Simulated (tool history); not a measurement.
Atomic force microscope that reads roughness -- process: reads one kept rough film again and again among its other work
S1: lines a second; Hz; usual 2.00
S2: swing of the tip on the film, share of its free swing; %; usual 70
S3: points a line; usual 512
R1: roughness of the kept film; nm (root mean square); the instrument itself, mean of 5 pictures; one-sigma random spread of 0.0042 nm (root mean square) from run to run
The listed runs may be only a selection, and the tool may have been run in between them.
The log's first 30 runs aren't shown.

Run 31, hour 209.8: usual settings but S1 0.82 Hz, S2 72 %, S3 595. Result: R1 0.617 nm (root mean square).
Run 32, hour 219.1: usual settings but S1 0.82 Hz, S2 72 %, S3 595. Result: R1 0.618 nm (root mean square).
Run 33, hour 225.3: usual settings but S2 71 %, S3 515. Result: R1 0.584 nm (root mean square).
Run 34, hour 231.4: usual settings but S1 3.45 Hz. Result: R1 0.565 nm (root mean square).
At hour 237.0: new tip fitted.
Run 35, hour 239.8: usual settings but S1 3.57 Hz, S2 67 %, S3 779. Result: R1 0.616 nm (root mean square).
Run 36, hour 248.0: usual settings but S1 0.63 Hz, S2 78 %, S3 641. Result: R1 0.650 nm (root mean square).
Run 37, hour 253.2: usual settings but S1 1.15 Hz. Result: R1 0.646 nm (root mean square).
Run 38, hour 262.5: usual settings but S1 0.80 Hz, S2 62 %, S3 321. Result: R1 0.650 nm (root mean square).
Run 39, hour 269.4: usual settings but S1 0.80 Hz, S2 62 %, S3 321. Result: R1 0.643 nm (root mean square).
Run 40, hour 276.2: usual settings but S1 1.26 Hz, S2 90 %, S3 340. Result: R1 0.592 nm (root mean square).
Run 41, hour 282.9: usual settings but S1 1.06 Hz. Result: R1 0.636 nm (root mean square).
Run 42, hour 292.6: usual settings but S1 3.94 Hz, S2 61 %, S3 458. Result: R1 0.609 nm (root mean square).

Consider 4 possible next runs. They are alternatives, not a sequence: every one starts from the tool as it was left by run 42. What does each give?
Run A, hour 298.7: usual settings but S1 3.94 Hz, S2 61 %, S3 353. Result: R1 ?.
Run B, hour 298.7: usual settings but S1 2.12 Hz. Result: R1 ?.
Run C, hour 298.7: usual settings but S1 2.17 Hz, S2 58 %, S3 763. Result: R1 ?.
Run D, hour 298.7: usual settings but S1 0.58 Hz. Result: R1 ?.

run     R1
  A  0.606
  B  0.615
  C  0.624
  D  0.633
The same runs, with their run-to-run variation unchanged, on a tool lacking any hidden condition would have given:
run     R1
  A  0.627
  B  0.637
  C  0.646
  D  0.655

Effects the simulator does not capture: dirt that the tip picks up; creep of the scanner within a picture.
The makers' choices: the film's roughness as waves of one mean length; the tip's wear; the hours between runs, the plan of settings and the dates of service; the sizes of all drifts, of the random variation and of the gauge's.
